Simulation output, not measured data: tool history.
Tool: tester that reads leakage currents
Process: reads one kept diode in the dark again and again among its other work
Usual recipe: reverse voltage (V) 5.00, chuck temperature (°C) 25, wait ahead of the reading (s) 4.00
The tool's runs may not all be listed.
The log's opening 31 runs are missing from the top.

| run | hour | reverse voltage (V) | chuck temperature (°C) | wait ahead of the reading (s) | hours of work since the probe card was cleaned | hours of work since the tester was calibrated | hours of work since the chuck was calibrated | current that the tester gives (pA) |
|---|---|---|---|---|---|---|---|---|
| 32 | 4460.2 | 2.68 | 53 | 3.57 | 845 | 3178 | 165 | 1577.36 |
| 33 | 4615.1 | 2.68 | 53 | 3.57 | 908 | 3241 | 227 | 1596.91 |
| 34 | 4782.7 | 2.68 | 53 | 3.57 | 976 | 3309 | 295 | 1605.67 |
|  | 4879.7 | probe card cleaned and baked |
| 35 | 4920.3 | 2.68 | 53 | 3.57 | 16 | 3364 | 350 | 1622.28 |
| 36 | 5116.2 | 5.00 | 28 | 5.70 | 96 | 3443 | 429 | 263.59 |
| 37 | 5305.1 | 5.00 | 28 | 5.70 | 172 | 3519 | 506 | 266.30 |
| 38 | 5460.4 | 4.59 | 50 | 0.87 | 235 | 3582 | 568 | 1592.71 |
| 39 | 5573.6 | 5.00 | 51 | 1.04 | 281 | 3628 | 614 | 1781.01 |

Alternative continuations, all from the tool just after run 39; predict every row:
| A | 5668.5 | 1.07 | 51 | 1.04 | 320 | 3667 | 653 | ? |
| B | 5668.5 | 2.06 | 31 | 0.32 | 320 | 3667 | 653 | ? |
| C | 5668.5 | 5.19 | 51 | 0.49 | 320 | 3667 | 653 | ? |
| D | 5668.5 | 5.05 | 52 | 2.62 | 320 | 3667 | 653 | ? |
| E | 5668.5 | 4.98 | 51 | 1.04 | 320 | 3667 | 653 | ? |

| run | current that the tester gives (pA) |
|---|---|
| A | 1044.17 |
| B | 260.09 |
| C | 1820.91 |
| D | 1939.45 |
| E | 1787.25 |
Stripped of hidden state, with their random variation kept, the same runs would have yielded:
| run | current that the tester gives (pA) |
|---|---|
| A | 944.07 |
| B | 232.41 |
| C | 1645.96 |
| D | 1753.90 |
| E | 1615.46 |

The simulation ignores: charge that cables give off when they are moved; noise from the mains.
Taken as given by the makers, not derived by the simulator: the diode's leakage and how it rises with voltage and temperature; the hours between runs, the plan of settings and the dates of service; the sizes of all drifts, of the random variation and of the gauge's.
